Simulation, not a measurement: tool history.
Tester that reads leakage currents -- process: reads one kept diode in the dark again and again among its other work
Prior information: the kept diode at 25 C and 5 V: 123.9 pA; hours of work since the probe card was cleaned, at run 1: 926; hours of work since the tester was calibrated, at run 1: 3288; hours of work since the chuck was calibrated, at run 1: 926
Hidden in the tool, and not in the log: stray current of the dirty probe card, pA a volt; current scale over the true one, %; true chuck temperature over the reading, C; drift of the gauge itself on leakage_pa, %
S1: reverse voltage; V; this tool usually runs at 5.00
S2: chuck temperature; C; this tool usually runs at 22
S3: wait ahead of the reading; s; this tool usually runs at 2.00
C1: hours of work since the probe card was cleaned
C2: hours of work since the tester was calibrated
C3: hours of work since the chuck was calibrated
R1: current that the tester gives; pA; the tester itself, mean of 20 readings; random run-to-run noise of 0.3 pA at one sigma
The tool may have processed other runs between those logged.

Run 1, hour 0.0: usual settings; C1 926; C2 3288; C3 926. Result: R1 111.21 pA.
At hour 30.2: tester calibrated.
Run 2, hour 198.6: usual settings but S3 7.18 s; C1 1067; C2 121; C3 1067. Result: R1 111.23 pA.
Run 3, hour 432.2: usual settings; C1 1235; C2 289; C3 1235. Result: R1 113.01 pA.
Run 4, hour 643.3: usual settings; C1 1387; C2 440; C3 1387. Result: R1 113.91 pA.
At hour 713.4: chuck's temperature calibrated.
Run 5, hour 775.2: usual settings; C1 1480; C2 534; C3 44. Result: R1 104.81 pA.
Run 6, hour 906.8: usual settings; C1 1575; C2 628; C3 139. Result: R1 105.38 pA.
Run 7, hour 1044.4: usual settings; C1 1674; C2 727; C3 238. Result: R1 106.60 pA.
Run 8, hour 1247.0: usual settings; C1 1819; C2 872; C3 383. Result: R1 108.51 pA.
Run 9, hour 1435.4: usual settings; C1 1954; C2 1008; C3 519. Result: R1 108.99 pA.
Run 10, hour 1699.4: usual settings; C1 2144; C2 1197; C3 708. Result: R1 111.95 pA.
Run 11, hour 1855.7: usual settings; C1 2256; C2 1310; C3 820. Result: R1 112.44 pA.
Run 12, hour 2071.5: usual settings; C1 2411; C2 1465; C3 975. Result: R1 114.67 pA.
Run 13, hour 2266.2: usual settings; C1 2551; C2 1605; C3 1115. Result: R1 115.90 pA.
Run 14, hour 2476.4: usual settings but S3 1.02 s; C1 2702; C2 1756; C3 1266. Result: R1 118.57 pA.
Run 15, hour 2681.1: usual settings; C1 2849; C2 1903; C3 1413. Result: R1 119.21 pA.
At hour 2713.7: chuck's temperature calibrated.
At hour 2788.4: probe card cleaned and baked.
Run 16, hour 2853.4: usual settings; C1 47; C2 2023; C3 98. Result: R1 100.90 pA.
Run 17, hour 3077.7: usual settings; C1 208; C2 2184; C3 259. Result: R1 102.88 pA.
Run 18, hour 3270.2: usual settings; C1 346; C2 2322; C3 398. Result: R1 103.99 pA.
Run 19, hour 3500.8: usual settings; C1 512; C2 2488; C3 563. Result: R1 105.65 pA.
Run 20, hour 3695.1: usual settings; C1 651; C2 2627; C3 703. Result: R1 107.63 pA.
Run 21, hour 3811.6: usual settings; C1 735; C2 2711; C3 786. Result: R1 108.27 pA.
Run 22, hour 3922.6: usual settings but S1 4.62 V, S3 1.43 s; C1 815; C2 2791; C3 866. Result: R1 103.89 pA.
Run 23, hour 4073.0: usual settings but S1 1.55 V, S3 0.39 s; C1 923; C2 2899; C3 974. Result: R1 56.65 pA.
Run 24, hour 4214.9: usual settings but S1 2.36 V, S3 1.01 s; C1 1025; C2 3001; C3 1076. Result: R1 71.85 pA.
Run 25, hour 4390.0: usual settings but S1 4.25 V, S2 44 C, S3 0.44 s; C1 1150; C2 3126; C3 1202. Result: R1 504.54 pA.
Run 26, hour 4585.2: usual settings but S1 4.25 V, S2 44 C, S3 0.44 s; C1 1291; C2 3267; C3 1342. Result: R1 509.05 pA.
At hour 4648.5: tester calibrated.
At hour 4736.5: chuck's temperature calibrated.
Run 27, hour 4744.5: usual settings but S1 12.55 V; C1 1402; C2 68; C3 6. Result: R1 175.51 pA.
Run 28, hour 4946.1: usual settings but S1 6.67 V, S2 29 C, S3 6.85 s; C1 1547; C2 212; C3 151. Result: R1 205.08 pA.
Run 29, hour 5162.7: usual settings but S1 6.67 V, S2 29 C, S3 6.85 s; C1 1702; C2 368; C3 306. Result: R1 208.71 pA.
Run 30, hour 5363.6: usual settings but S1 6.67 V, S2 29 C, S3 6.85 s; C1 1847; C2 512; C3 450. Result: R1 210.80 pA.
Run 31, hour 5569.9: usual settings but S1 6.64 V, S2 38 C, S3 6.48 s; C1 1995; C2 660; C3 599. Result: R1 406.93 pA.
Run 32, hour 5776.1: usual settings but S1 6.64 V, S2 55 C, S3 0.93 s; C1 2143; C2 808; C3 747. Result: R1 1291.13 pA.
Run 33, hour 6032.6: usual settings but S1 6.64 V, S2 55 C, S3 0.93 s; C1 2327; C2 993; C3 931. Result: R1 1306.63 pA.
Run 34, hour 6269.1: usual settings but S1 11.26 V, S2 42 C, S3 0.79 s; C1 2497; C2 1163; C3 1101. Result: R1 763.15 pA.
Run 35, hour 6390.3: usual settings but S1 11.26 V, S2 42 C, S3 0.79 s; C1 2584; C2 1250; C3 1188. Result: R1 766.43 pA.
Run 36, hour 6622.5: usual settings but S3 3.06 s; C1 2751; C2 1416; C3 1355. Result: R1 115.13 pA.
At hour 6745.1: chuck's temperature calibrated.
At hour 6854.1: probe card cleaned and baked.
Run 37, hour 6891.2: usual settings but S3 3.06 s; C1 27; C2 1606; C3 103. Result: R1 99.47 pA.
Run 38, hour 7032.5: usual settings but S1 2.24 V, S2 48 C, S3 1.99 s; C1 128; C2 1707; C3 204. Result: R1 423.25 pA.

The same runs without the tool's hidden state, with the same run-to-run variation:
run       R1
  1    98.52
  2    98.60
  3    98.67
  4    97.94
  5    98.79
  6    98.45
  7    98.66
  8    99.06
  9    98.21
 10    99.07
 11    98.47
 12    98.93
 13    98.71
 14    99.70
 15    98.75
 16    98.47
 17    98.86
 18    98.58
 19    98.57
 20    99.00
 21    98.79
 22    94.19
 23    51.30
 24    64.21
 25   458.17
 26   457.88
 27   167.27
 28   199.05
 29   199.74
 30   199.25
 31   387.05
 32  1235.83
 33  1236.16
 34   701.16
 35   699.92
 36    98.22
 37    98.39
 38   416.24

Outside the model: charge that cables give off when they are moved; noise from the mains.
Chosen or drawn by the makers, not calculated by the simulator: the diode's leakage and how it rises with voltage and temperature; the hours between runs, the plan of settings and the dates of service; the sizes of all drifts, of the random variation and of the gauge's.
